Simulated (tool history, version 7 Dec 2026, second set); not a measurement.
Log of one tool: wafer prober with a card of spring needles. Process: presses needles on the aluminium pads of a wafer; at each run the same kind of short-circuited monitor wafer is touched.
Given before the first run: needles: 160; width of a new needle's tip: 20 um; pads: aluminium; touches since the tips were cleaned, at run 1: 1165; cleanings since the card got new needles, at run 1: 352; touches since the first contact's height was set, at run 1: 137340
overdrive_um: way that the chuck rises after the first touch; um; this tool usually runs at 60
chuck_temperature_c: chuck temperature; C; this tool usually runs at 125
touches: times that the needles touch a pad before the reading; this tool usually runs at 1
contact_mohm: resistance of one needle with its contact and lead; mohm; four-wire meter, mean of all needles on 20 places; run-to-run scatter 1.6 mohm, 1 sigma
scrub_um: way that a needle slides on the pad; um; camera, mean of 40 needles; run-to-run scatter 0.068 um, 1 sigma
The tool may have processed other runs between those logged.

| run | day | overdrive_um | chuck_temperature_c | touches | touches since the tips were cleaned | cleanings since the card got new needles | touches since the first contact's height was set | contact_mohm | scrub_um |
|---|---|---|---|---|---|---|---|---|---|
| 1 | 0 | 60 | 125 | 1 | 1165 | 352 | 137340 | 347 | 12.05 |
|  | 0.158 | tips cleaned on abrasive film |
|  | 0.367 | tips cleaned on abrasive film |
|  | 0.575 | tips cleaned on abrasive film |
|  | 0.838 | tips cleaned on abrasive film |
|  | 1.046 | tips cleaned on abrasive film |
|  | 1.304 | tips cleaned on abrasive film |
|  | 1.567 | tips cleaned on abrasive film |
|  | 1.825 | tips cleaned on abrasive film |
|  | 2.088 | tips cleaned on abrasive film |
|  | 2.346 | tips cleaned on abrasive film |
| 2 | 2.362 | 60 | 125 | 1 | 210 | 362 | 165532 | 221 | 11.78 |
|  | 2.571 | tips cleaned on abrasive film |
|  | 2.833 | tips cleaned on abrasive film |
|  | 3.042 | tips cleaned on abrasive film |
|  | 3.304 | tips cleaned on abrasive film |
|  | 3.562 | tips cleaned on abrasive film |
|  | 3.729 | height of the first contact set anew |
|  | 3.833 | tips cleaned on abrasive film |
|  | 4.096 | tips cleaned on abrasive film |
|  | 4.354 | tips cleaned on abrasive film |
|  | 4.617 | tips cleaned on abrasive film |
|  | 4.875 | tips cleaned on abrasive film |
| 3 | 5.067 | 60 | 86 | 1 | 2311 | 372 | 15990 | 465 | 12.4 |
|  | 5.121 | tips cleaned on abrasive film |
|  | 5.329 | tips cleaned on abrasive film |
|  | 5.542 | tips cleaned on abrasive film |
|  | 5.8 | tips cleaned on abrasive film |
|  | 6.008 | tips cleaned on abrasive film |
|  | 6.271 | tips cleaned on abrasive film |
| 4 | 6.417 | 60 | 86 | 1 | 1770 | 378 | 32061 | 387 | 12.39 |
|  | 6.521 | tips cleaned on abrasive film |
|  | 6.783 | tips cleaned on abrasive film |
|  | 7.042 | tips cleaned on abrasive film |
|  | 7.304 | tips cleaned on abrasive film |
|  | 7.562 | tips cleaned on abrasive film |
|  | 7.821 | tips cleaned on abrasive film |
|  | 8.033 | tips cleaned on abrasive film |
|  | 8.254 | tips cleaned on abrasive film |
| 5 | 8.254 | 60 | 86 | 1 | 0 | 386 | 54013 | 182 | 12.3 |
|  | 8.517 | tips cleaned on abrasive film |
|  | 8.775 | tips cleaned on abrasive film |
|  | 8.988 | tips cleaned on abrasive film |
|  | 9.246 | tips cleaned on abrasive film |
|  | 9.504 | tips cleaned on abrasive film |
|  | 9.767 | tips cleaned on abrasive film |
|  | 9.975 | tips cleaned on abrasive film |
|  | 10.238 | tips cleaned on abrasive film |
|  | 10.496 | tips cleaned on abrasive film |
| 6 | 10.575 | 60 | 125 | 1 | 953 | 395 | 81702 | 319 | 12.21 |
|  | 10.733 | tips cleaned on abrasive film |
|  | 10.992 | tips cleaned on abrasive film |
|  | 11.254 | tips cleaned on abrasive film |
|  | 11.512 | tips cleaned on abrasive film |
|  | 11.721 | tips cleaned on abrasive film |
|  | 11.983 | tips cleaned on abrasive film |
|  | 12.242 | tips cleaned on abrasive film |
|  | 12.504 | tips cleaned on abrasive film |
|  | 12.762 | tips cleaned on abrasive film |
|  | 12.971 | tips cleaned on abrasive film |
| 7 | 13.029 | 60 | 125 | 1 | 707 | 405 | 111012 | 285 | 12.06 |
|  | 13.188 | tips cleaned on abrasive film |
|  | 13.45 | tips cleaned on abrasive film |
|  | 13.708 | tips cleaned on abrasive film |
|  | 13.967 | tips cleaned on abrasive film |
|  | 14.179 | tips cleaned on abrasive film |
|  | 14.438 | tips cleaned on abrasive film |
| 8 | 14.458 | 60 | 125 | 1 | 249 | 411 | 128052 | 255 | 11.88 |
|  | 14.667 | tips cleaned on abrasive film |
|  | 14.875 | tips cleaned on abrasive film |
|  | 15.138 | tips cleaned on abrasive film |
|  | 15.396 | tips cleaned on abrasive film |
|  | 15.658 | tips cleaned on abrasive film |
|  | 16.158 | card fitted with new needles |
|  | 16.417 | tips cleaned on abrasive film |
|  | 16.679 | tips cleaned on abrasive film |
| 9 | 16.825 | 60 | 41 | 1 | 1808 | 2 | 8026 | 289 | 12.43 |
|  | 16.933 | tips cleaned on abrasive film |
|  | 17.192 | tips cleaned on abrasive film |
|  | 17.454 | tips cleaned on abrasive film |
|  | 17.662 | tips cleaned on abrasive film |
|  | 17.921 | tips cleaned on abrasive film |
|  | 18.183 | tips cleaned on abrasive film |
|  | 18.392 | tips cleaned on abrasive film |
|  | 18.65 | tips cleaned on abrasive film |
|  | 18.862 | tips cleaned on abrasive film |
|  | 19.121 | tips cleaned on abrasive film |
|  | 19.329 | tips cleaned on abrasive film |
|  | 19.575 | tips cleaned on abrasive film |
| 10 | 19.575 | 60 | 41 | 1 | 0 | 14 | 40789 | 163 | 12.42 |
|  | 19.783 | tips cleaned on abrasive film |
|  | 20.046 | tips cleaned on abrasive film |
|  | 20.304 | tips cleaned on abrasive film |
|  | 20.562 | tips cleaned on abrasive film |
|  | 20.825 | tips cleaned on abrasive film |
| 11 | 20.888 | 42 | 125 | 1 | 743 | 19 | 56456 | 327 | 8.5 |
|  | 21.042 | tips cleaned on abrasive film |
|  | 21.304 | tips cleaned on abrasive film |
|  | 21.562 | tips cleaned on abrasive film |
|  | 21.825 | tips cleaned on abrasive film |
|  | 22.083 | tips cleaned on abrasive film |
|  | 22.292 | tips cleaned on abrasive film |
|  | 22.554 | tips cleaned on abrasive film |
|  | 22.812 | tips cleaned on abrasive film |
|  | 23.075 | tips cleaned on abrasive film |
|  | 23.333 | tips cleaned on abrasive film |
|  | 23.596 | tips cleaned on abrasive film |
| 12 | 23.708 | 48 | 125 | 1 | 1375 | 30 | 90165 | 355 | 9.72 |
|  | 23.817 | tips cleaned on abrasive film |
|  | 24.025 | tips cleaned on abrasive film |
|  | 24.283 | tips cleaned on abrasive film |
|  | 24.492 | tips cleaned on abrasive film |
|  | 24.754 | tips cleaned on abrasive film |
| 13 | 24.921 | 60 | 62 | 1 | 2023 | 35 | 104627 | 314 | 12.1 |
|  | 24.975 | tips cleaned on abrasive film |
|  | 25.238 | tips cleaned on abrasive film |
|  | 25.496 | tips cleaned on abrasive film |
|  | 25.704 | tips cleaned on abrasive film |
|  | 25.967 | tips cleaned on abrasive film |
|  | 26.225 | tips cleaned on abrasive film |
|  | 26.433 | tips cleaned on abrasive film |
| 14 | 26.483 | 58 | 53 | 2 | 596 | 42 | 123258 | 197 | 11.69 |
|  | 26.692 | tips cleaned on abrasive film |
|  | 26.9 | tips cleaned on abrasive film |
|  | 27.162 | tips cleaned on abrasive film |
|  | 27.421 | tips cleaned on abrasive film |
|  | 27.683 | tips cleaned on abrasive film |
|  | 27.892 | tips cleaned on abrasive film |
|  | 28.15 | tips cleaned on abrasive film |
|  | 28.412 | tips cleaned on abrasive film |
|  | 28.621 | tips cleaned on abrasive film |
|  | 28.879 | tips cleaned on abrasive film |
|  | 29.142 | tips cleaned on abrasive film |
| 15 | 29.288 | 58 | 53 | 2 | 1778 | 53 | 156748 | 261 | 11.46 |
|  | 29.396 | tips cleaned on abrasive film |
|  | 29.604 | tips cleaned on abrasive film |
|  | 29.862 | tips cleaned on abrasive film |
|  | 30.071 | tips cleaned on abrasive film |
|  | 30.333 | tips cleaned on abrasive film |
|  | 30.592 | tips cleaned on abrasive film |
|  | 30.854 | tips cleaned on abrasive film |
|  | 31.112 | tips cleaned on abrasive film |
|  | 31.321 | tips cleaned on abrasive film |
|  | 31.388 | height of the first contact set anew |
| 16 | 31.483 | 47 | 94 | 2 | 1818 | 62 | 1198 | 324 | 9.73 |
|  | 31.592 | tips cleaned on abrasive film |
|  | 31.8 | tips cleaned on abrasive film |
|  | 32.058 | tips cleaned on abrasive film |
|  | 32.271 | tips cleaned on abrasive film |
|  | 32.529 | tips cleaned on abrasive film |
|  | 32.792 | tips cleaned on abrasive film |
|  | 33.05 | tips cleaned on abrasive film |
|  | 33.308 | tips cleaned on abrasive film |
| 17 | 33.333 | 74 | 51 | 1 | 279 | 70 | 23240 | 180 | 15.24 |
|  | 33.542 | tips cleaned on abrasive film |
|  | 33.804 | tips cleaned on abrasive film |
|  | 34.012 | tips cleaned on abrasive film |
|  | 34.271 | tips cleaned on abrasive film |
|  | 34.479 | tips cleaned on abrasive film |
|  | 34.742 | tips cleaned on abrasive film |
|  | 34.95 | tips cleaned on abrasive film |
|  | 35.208 | tips cleaned on abrasive film |
|  | 35.471 | tips cleaned on abrasive film |
|  | 35.729 | tips cleaned on abrasive film |
|  | 35.962 | tips cleaned on abrasive film |
| 18 | 35.962 | 50 | 42 | 1 | 0 | 81 | 54583 | 178 | 10.04 |
|  | 36.221 | tips cleaned on abrasive film |
|  | 36.479 | tips cleaned on abrasive film |
|  | 36.742 | tips cleaned on abrasive film |
|  | 37 | tips cleaned on abrasive film |
|  | 37.262 | tips cleaned on abrasive film |
| 19 | 37.412 | 66 | 41 | 1 | 1825 | 86 | 71952 | 292 | 13.51 |
|  | 37.517 | tips cleaned on abrasive film |
|  | 37.779 | tips cleaned on abrasive film |
|  | 38.038 | tips cleaned on abrasive film |
|  | 38.3 | tips cleaned on abrasive film |
|  | 38.558 | tips cleaned on abrasive film |
|  | 38.821 | tips cleaned on abrasive film |
| 20 | 38.917 | 66 | 41 | 1 | 1164 | 92 | 89905 | 233 | 13.42 |
|  | 39.075 | tips cleaned on abrasive film |
|  | 39.283 | tips cleaned on abrasive film |
|  | 39.492 | tips cleaned on abrasive film |
|  | 39.75 | tips cleaned on abrasive film |
|  | 39.962 | tips cleaned on abrasive film |
|  | 40.221 | tips cleaned on abrasive film |
|  | 40.479 | tips cleaned on abrasive film |
|  | 40.742 | tips cleaned on abrasive film |
| 21 | 40.758 | 66 | 41 | 1 | 192 | 100 | 111861 | 185 | 13.36 |

Each row is a separate what-if for the run after 21, all from the same tool condition, not one after another. Results?
|  | 40.967 | tips cleaned on abrasive film |
|  | 41.225 | tips cleaned on abrasive film |
|  | 41.488 | tips cleaned on abrasive film |
|  | 41.696 | tips cleaned on abrasive film |
|  | 41.954 | tips cleaned on abrasive film |
|  | 42.167 | tips cleaned on abrasive film |
|  | 42.425 | tips cleaned on abrasive film |
|  | 42.683 | tips cleaned on abrasive film |
| A | 42.8 | 77 | 37 | 1 | 1369 | 108 | 136237 | ? | ? |
|  | 40.967 | tips cleaned on abrasive film |
|  | 41.225 | tips cleaned on abrasive film |
|  | 41.488 | tips cleaned on abrasive film |
|  | 41.696 | tips cleaned on abrasive film |
|  | 41.954 | tips cleaned on abrasive film |
|  | 42.167 | tips cleaned on abrasive film |
|  | 42.425 | tips cleaned on abrasive film |
|  | 42.683 | tips cleaned on abrasive film |
| B | 42.8 | 63 | 125 | 1 | 1369 | 108 | 136237 | ? | ? |
|  | 40.967 | tips cleaned on abrasive film |
|  | 41.225 | tips cleaned on abrasive film |
|  | 41.488 | tips cleaned on abrasive film |
|  | 41.696 | tips cleaned on abrasive film |
|  | 41.954 | tips cleaned on abrasive film |
|  | 42.167 | tips cleaned on abrasive film |
|  | 42.425 | tips cleaned on abrasive film |
|  | 42.683 | tips cleaned on abrasive film |
| C | 42.8 | 60 | 80 | 1 | 1369 | 108 | 136237 | ? | ? |

| run | contact_mohm | scrub_um |
|---|---|---|
| A | 245 | 15.6 |
| B | 301 | 12.49 |
| C | 309 | 11.95 |
Without the tool's unlogged condition, the same runs would have read:
| run | contact_mohm | scrub_um |
|---|---|---|
| A | 141 | 16.13 |
| B | 165 | 13.02 |
| C | 153 | 12.48 |
